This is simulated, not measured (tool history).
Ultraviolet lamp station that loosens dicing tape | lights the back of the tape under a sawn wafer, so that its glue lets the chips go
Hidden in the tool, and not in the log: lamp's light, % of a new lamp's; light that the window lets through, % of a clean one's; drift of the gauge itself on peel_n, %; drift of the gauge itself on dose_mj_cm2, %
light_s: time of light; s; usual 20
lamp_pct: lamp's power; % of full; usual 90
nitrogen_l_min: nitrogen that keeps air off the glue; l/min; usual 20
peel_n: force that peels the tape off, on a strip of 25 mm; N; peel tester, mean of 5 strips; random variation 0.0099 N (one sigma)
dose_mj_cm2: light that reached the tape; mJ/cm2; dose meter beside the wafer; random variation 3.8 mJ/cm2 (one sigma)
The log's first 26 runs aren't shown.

run,hour,light_s,lamp_pct,nitrogen_l_min,hours of work of the lamp,hours of work since the window was cleaned,peel_n,dose_mj_cm2
27,785.4,35,67,13,874,315,0.632,615
# hour 795.9: window cleaned of glue's vapour
28,806.3,35,67,13,886,6,0.494,693
29,828.9,19,85,31,899,19,0.698,470
30,867.4,19,85,31,921,42,0.726,468
31,908.7,24,60,12,945,66,1.598,405
32,945.8,24,60,12,967,88,1.559,403
33,965.9,31,95,19,979,99,0.239,829
34,998.7,31,95,19,998,119,0.244,815

4 ways to go on from here, each from the tool as it stands after run 34. What would each give?
A,1038.8,31,89,9,1021,142,?,?
B,1038.8,34,97,36,1021,142,?,?
C,1038.8,31,95,25,1021,142,?,?
D,1038.8,18,90,20,1021,142,?,?

run,peel_n,dose_mj_cm2
A,0.525,753
B,0.141,892
C,0.209,810
D,1.016,439
Without the tool's hidden state the same runs would have given:
run,peel_n,dose_mj_cm2
A,0.27,986
B,0.106,1168
C,0.124,1060
D,0.559,576
